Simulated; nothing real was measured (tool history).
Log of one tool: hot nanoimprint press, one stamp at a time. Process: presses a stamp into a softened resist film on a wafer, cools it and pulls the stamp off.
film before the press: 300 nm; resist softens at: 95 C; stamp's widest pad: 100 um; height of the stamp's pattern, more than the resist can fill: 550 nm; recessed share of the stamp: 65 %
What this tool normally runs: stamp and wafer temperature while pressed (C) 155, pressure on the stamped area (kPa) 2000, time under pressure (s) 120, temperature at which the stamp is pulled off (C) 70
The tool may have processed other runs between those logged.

run   hour  stamp and wafer temperature while pressed (C)  pressure on the stamped area (kPa)  time under pressure (s)  temperature at which the stamp is pulled off (C)  resist left under the stamp's widest pad (Å)  greatest force while the stamp is pulled off (N)
  1      0                                            155                                2000                      120                                                70                                          1588                                               201
       6.6  -- plate thermocouple calibrated
  2   17.1                                            155                                2000                      120                                                70                                          1688                                               205
  3   30.9                                            152                                2000                      120                                                70                                          1902                                               206
  4   38.7                                            152                                2000                      120                                                70                                          1902                                               209
  5     45                                            152                                2000                      120                                                70                                          1897                                               208
  6   51.6                                            152                                2000                      120                                                64                                          1897                                               217
  7   61.3                                            152                                2000                      120                                                64                                          1892                                               220
  8   70.3                                            152                                2000                      120                                                64                                          1891                                               218
  9   81.3                                            148                                2000                      120                                                64                                          2166                                               220
 10   87.7                                            148                                2000                      120                                                64                                          2176                                               221
 11   96.4                                            148                                2000                      120                                                64                                          2163                                               222
 12  103.5                                            148                                2000                      120                                                64                                          2174                                               225
 13  115.7                                            148                                2000                      120                                                64                                          2173                                               224
 14    125                                            155                                2000                      120                                                69                                          1682                                               217
 15  134.6                                            155                                2000                       64                                                70                                          2030                                               217
 16  147.4                                            155                                2000                       64                                                70                                          2032                                               219
 17    161                                            166                                2000                      120                                                57                                          1032                                               237
 18    169                                            155                                1430                      149                                                70                                          1747                                               222
 19  175.1                                            155                                1430                      149                                                70                                          1740                                               222
 20  188.7                                            158                                3020                      179                                                72                                          1052                                               218
 21  200.7                                            145                                3020                      179                                                75                                          1932                                               215
 22  212.2                                            166                                2460                      174                                                70                                           793                                               223
 23  219.3                                            147                                1970                      174                                                70                                          2039                                               226
 24  227.1                                            147                                1970                      174                                                70                                          2038                                               227
 25  235.8                                            147                                1480                      117                                                59                                          2383                                               246
     254.9  -- stamp cleaned and given a new release coat
 26  254.9                                            147                                1480                      117                                                59                                          2389                                               217
 27  266.5                                            147                                1480                      117                                                59                                          2377                                               219
 28  278.1                                            165                                2000                      120                                                73                                          1076                                               200
 29  284.6                                            143                                2000                      200                                                73                                          2237                                               202

What if the next run were any one of these 3? Each begins from the tool's condition after run 29:
  A  294.6                                            155                                2000                      153                                                70                                             ?                                                 ?
  B  294.6                                            143                                1250                      200                                                56                                             ?                                                 ?
  C  294.6                                            155                                2000                      120                                                67                                             ?                                                 ?

run  resist left under the stamp's widest pad (Å)  greatest force while the stamp is pulled off (N)
  A                                          1521                                               203
  B                                          2451                                               227
  C                                          1654                                               209
The same runs, with their run-to-run variation unchanged, on a tool lacking any hidden condition would have given:
run  resist left under the stamp's widest pad (Å)  greatest force while the stamp is pulled off (N)
  A                                          1538                                               200
  B                                          2469                                               223
  C                                          1672                                               206

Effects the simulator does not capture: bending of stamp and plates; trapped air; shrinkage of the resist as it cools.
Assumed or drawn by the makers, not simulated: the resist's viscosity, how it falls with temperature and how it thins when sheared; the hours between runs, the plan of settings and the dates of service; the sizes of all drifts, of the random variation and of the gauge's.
